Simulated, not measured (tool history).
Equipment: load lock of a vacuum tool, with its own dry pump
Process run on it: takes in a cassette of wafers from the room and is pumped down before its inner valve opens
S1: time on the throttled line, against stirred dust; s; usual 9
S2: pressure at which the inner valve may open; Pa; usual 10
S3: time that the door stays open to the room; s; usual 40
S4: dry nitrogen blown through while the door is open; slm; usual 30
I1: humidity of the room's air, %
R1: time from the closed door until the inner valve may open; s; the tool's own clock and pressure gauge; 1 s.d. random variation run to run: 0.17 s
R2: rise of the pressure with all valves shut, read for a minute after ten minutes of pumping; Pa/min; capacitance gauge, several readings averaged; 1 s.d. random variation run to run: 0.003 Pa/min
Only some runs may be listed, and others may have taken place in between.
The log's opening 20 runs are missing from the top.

run	day	S1	S2	S3	S4	I1	R1	R2
21	131.846	9	10	40	30	46.6	20.4	0.098
22	137.712	9	13	40	30	45.2	19.8	0.099
23	143.958	12	9	160	15	47.3	22.5	0.159
24	149.546	9	16	40	29	42.7	19.6	0.107
25	155.121	9	16	26	30	45.0	19.4	0.104
26	161.275	9	16	26	6	50.0	19.8	0.115
27	170.983	14	16	26	7	45.9	23.1	0.115
28	175.296	15	11	45	10	43.4	24.5	0.117
29	179.971	16	11	45	33	44.6	25.2	0.115
30	188.796	5	17	39	16	46.5	16.7	0.122
31	194.933	5	18	60	31	43.0	16.9	0.116
32	200.925	5	18	60	31	45.6	16.9	0.124
33	205.675	4	18	27	31	50.7	15.9	0.122
34	215.008	4	18	27	31	44.9	16.1	0.115
35	224.033	16	10	179	42	45.5	25.6	0.154
36	233.454	13	10	54	42	46.5	23.3	0.130
37	241.088	13	10	54	42	42.6	23.3	0.127

Consider 4 possible next runs. They are alternatives, not a sequence: every one starts from the tool as it was left by run 37. What does each give?
A	245.854	13	12	54	42	43.9	?	?
B	245.854	11	10	212	30	46.9	?	?
C	245.854	18	13	127	42	42.4	?	?
D	245.854	17	10	54	24	43.0	?	?

run	R1	R2
A	23.3	0.132
B	22.2	0.184
C	26.7	0.143
D	26.6	0.129
The same runs, with their run-to-run variation unchanged, on a tool lacking any hidden condition would have given:
run	R1	R2
A	22.3	0.029
B	21.1	0.082
C	25.8	0.042
D	25.7	0.029
